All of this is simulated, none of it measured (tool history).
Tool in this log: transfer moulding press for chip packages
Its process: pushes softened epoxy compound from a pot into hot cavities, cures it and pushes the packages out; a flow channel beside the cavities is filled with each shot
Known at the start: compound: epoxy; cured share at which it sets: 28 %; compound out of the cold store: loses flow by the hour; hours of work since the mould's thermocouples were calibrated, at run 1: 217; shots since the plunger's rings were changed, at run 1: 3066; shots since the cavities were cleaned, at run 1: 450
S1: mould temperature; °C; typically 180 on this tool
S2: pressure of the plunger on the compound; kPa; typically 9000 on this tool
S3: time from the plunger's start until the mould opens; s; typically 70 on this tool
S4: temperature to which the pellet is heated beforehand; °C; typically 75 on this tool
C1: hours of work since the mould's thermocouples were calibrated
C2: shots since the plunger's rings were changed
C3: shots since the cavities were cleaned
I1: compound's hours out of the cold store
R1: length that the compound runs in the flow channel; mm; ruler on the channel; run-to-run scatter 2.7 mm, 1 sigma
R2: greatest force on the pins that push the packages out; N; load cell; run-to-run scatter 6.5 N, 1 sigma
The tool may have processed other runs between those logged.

run	hour	S1	S2	S3	S4	C1	C2	C3	I1	R1	R2
1	0.0	180	9000	70	75	217	3066	450	35.7	562	468
2	24.6	180	9000	70	75	235	3465	849	31.1	569	549
# hour 32.7: cavities cleaned with cleaning compound and waxed
3	48.8	180	9000	70	75	252	3835	262	38.0	545	610
4	75.1	180	9000	70	79	271	4263	690	29.2	567	562
# hour 93.0: plunger's sealing rings changed
# hour 96.6: cavities cleaned with cleaning compound and waxed
5	100.8	180	9000	70	79	287	103	69	41.5	563	304
6	115.5	180	9000	70	79	298	342	308	34.8	586	433
7	142.9	180	9000	70	79	319	788	754	12.1	677	575
# hour 157.5: cavities cleaned with cleaning compound and waxed
8	160.6	180	9000	70	79	331	1052	51	14.9	662	324
9	182.8	180	9000	70	79	347	1413	412	12.3	665	488
# hour 196.7: cavities cleaned with cleaning compound and waxed, once more
10	197.3	180	10310	70	75	357	1624	10	46.1	569	261
11	220.1	180	9000	70	75	374	1994	380	21.2	626	478
12	245.2	180	9000	70	75	393	2402	788	34.1	570	517
# hour 257.2: cavities cleaned with cleaning compound and waxed
13	265.5	180	10720	70	75	407	2708	135	35.5	614	350
14	290.1	180	9000	70	75	425	3109	536	37.5	555	500
15	314.9	180	9000	70	75	443	3511	938	45.3	526	523
# hour 318.1: cavities cleaned with cleaning compound and waxed
16	338.2	180	10070	70	66	460	3866	326	40.0	563	460
17	352.6	180	9700	74	66	470	4101	561	26.9	607	471
# hour 379.4: plunger's sealing rings changed
# hour 380.9: cavities cleaned with cleaning compound and waxed
18	380.9	180	9700	74	66	489	0	0	33.5	619	235
19	409.2	183	9000	70	75	510	460	460	18.6	640	424
20	429.0	180	7740	97	75	524	784	784	32.1	549	348
# hour 442.4: cavities cleaned with cleaning compound and waxed
21	456.4	180	7060	76	77	544	1204	228	17.8	577	350
22	468.8	180	7960	98	68	553	1406	430	16.6	614	315
23	481.6	180	9050	75	68	562	1615	639	22.5	627	451
# hour 502.6: cavities cleaned with cleaning compound and waxed
24	513.6	175	9000	99	78	585	2111	179	11.2	681	293
# hour 518.0: mould's thermocouples calibrated
25	541.1	175	7330	99	80	17	2525	593	44.3	492	376
# hour 565.5: cavities cleaned with cleaning compound and waxed
26	567.6	182	7640	71	75	36	2932	35	35.6	513	270
27	596.2	180	9000	104	75	57	3397	500	27.9	585	334
# hour 625.6: cavities cleaned with cleaning compound and waxed
28	625.6	180	7830	84	77	78	3850	0	39.7	501	193
29	650.3	180	9000	70	76	96	4253	403	13.2	641	508

3 ways to go on from here, each from the tool as it stands after run 29. What would each give?
# hour 668.3: plunger's sealing rings changed
A	669.7	178	10580	70	76	109	22	677	33.2	?	?
# hour 668.3: plunger's sealing rings changed
B	669.7	178	9850	97	75	109	22	677	14.3	?	?
# hour 668.3: plunger's sealing rings changed
C	669.7	185	9000	68	82	109	22	677	20.5	?	?

run	R1	R2
A	648	569
B	707	374
C	638	443
Without the tool's unlogged condition, the same runs would have read:
run	R1	R2
A	649	292
B	709	184
C	639	221

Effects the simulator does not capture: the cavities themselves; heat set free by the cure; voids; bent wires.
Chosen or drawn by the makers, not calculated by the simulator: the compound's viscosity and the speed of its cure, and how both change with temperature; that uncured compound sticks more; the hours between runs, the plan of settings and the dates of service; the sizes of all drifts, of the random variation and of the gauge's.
